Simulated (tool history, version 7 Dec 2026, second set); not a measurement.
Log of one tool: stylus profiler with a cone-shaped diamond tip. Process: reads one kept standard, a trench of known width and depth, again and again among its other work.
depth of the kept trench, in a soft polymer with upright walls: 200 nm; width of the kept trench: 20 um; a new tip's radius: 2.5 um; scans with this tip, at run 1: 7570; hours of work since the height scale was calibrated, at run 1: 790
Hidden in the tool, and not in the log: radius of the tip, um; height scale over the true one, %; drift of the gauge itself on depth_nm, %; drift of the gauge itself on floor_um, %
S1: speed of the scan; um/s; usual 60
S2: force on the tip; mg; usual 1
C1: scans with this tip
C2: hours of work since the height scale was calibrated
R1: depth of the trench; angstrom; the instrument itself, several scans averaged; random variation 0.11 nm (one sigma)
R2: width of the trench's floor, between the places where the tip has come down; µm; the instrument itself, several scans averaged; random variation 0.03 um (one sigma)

run	hour	S1	S2	C1	C2	R1	R2
1	0	60	1	7570	790	2007.4	17.81
2	33.7	60	1	7787	813	2006.9	17.76
3	78.5	35	1	8076	843	2008.9	17.94
4	96.9	35	1	8194	855	2006.9	17.93
5	131.5	35	1	8417	878	2007.2	17.94
6	169.1	35	1	8660	904	2007.9	17.95
7	195.9	60	1	8832	922	2008.6	17.85
8	237.1	60	1	9098	950	2006.9	17.77
9	261.2	60	1.92	9254	966	2011.9	17.88
10	306.3	60	1.92	9544	996	2013.2	17.87
11	331.7	60	1.92	9708	1013	2013.9	17.89
12	370	60	1.92	9955	1039	2012.9	17.9
13	393.1	60	1.92	10104	1055	2010.4	17.88
14	427.9	60	1.92	10328	1078	2010.8	17.89
15	463.5	60	0.73	10558	1102	2007.8	17.78
16	500.8	60	0.73	10798	1127	2007.2	17.75
17	530.4	60	1	10989	1147	2006.7	17.83
18	575.2	60	1	11278	1177	2008	17.86
19	614.1	60	2.97	11528	1203	2017	17.87
20	632.3	60	2.97	11646	1216	2015	17.91
21	658.9	60	2.97	11818	1233	2017.6	17.87
22	691.9	60	0.38	12030	1256	2005	17.67
23	719.1	60	0.38	12205	1274	2002.8	17.68
24	753.4	60	0.38	12427	1297	2004.9	17.65
25	782.3	30	1.88	12613	1316	2013.4	17.98
26	821	25	1.04	12863	1342	2008	17.97
27	852.6	77	0.55	13066	1364	2006.6	17.62
28	889	77	0.55	13301	1388	2005	17.64
29	921.9	117	0.42	13513	1410	2003.4	17.43
30	952.7	126	0.42	13711	1431	2005.2	17.35
31	971	126	0.42	13829	1443	2003.8	17.34
32	993.1	106	0.54	13972	1458	2003.2	17.49
33	1017.9	16	0.49	14132	1475	2004.8	17.95
34	1055.9	100	1.12	14377	1501	2009.4	17.68
35	1088.8	221	1.47	14589	1523	2012.5	17.37
36	1115.8	15	1.82	14763	1541	2011.6	17.96
37	1160.4	60	0.88	15051	1571	2008.2	17.79
38	1180.9	17	2.72	15183	1585	2014.1	18.01
39	1223.4	17	2.72	15457	1613	2016.5	18.03
40	1242.3	60	0.37	15579	1626	2005	17.7
41	1269.9	209	0.93	15756	1644	2005.4	17.21
42	1308.3	132	1.01	16004	1670	2008.5	17.57
43	1334.5	147	1.46	16173	1688	2008.7	17.58
44	1360.3	28	0.75	16339	1705	2009.8	17.92
45	1387.6	190	1.91	16515	1724	2011.7	17.52
46	1412.4	166	2.2	16675	1740	2014.6	17.63
47	1443.5	18	2.15	16875	1761	2014.1	18.03

Forecast each of these 3 alternatives for the next run:
A	1480.9	33	0.75	17117	1786	?	?
B	1480.9	18	0.73	17117	1786	?	?
C	1480.9	60	0.82	17117	1786	?	?

run	R1	R2
A	2003.9	17.94
B	2008.3	17.93
C	2006	17.77
Without the tool's hidden state the same runs would have given:
run	R1	R2
A	2003.5	17.95
B	2007.9	17.94
C	2005.6	17.79
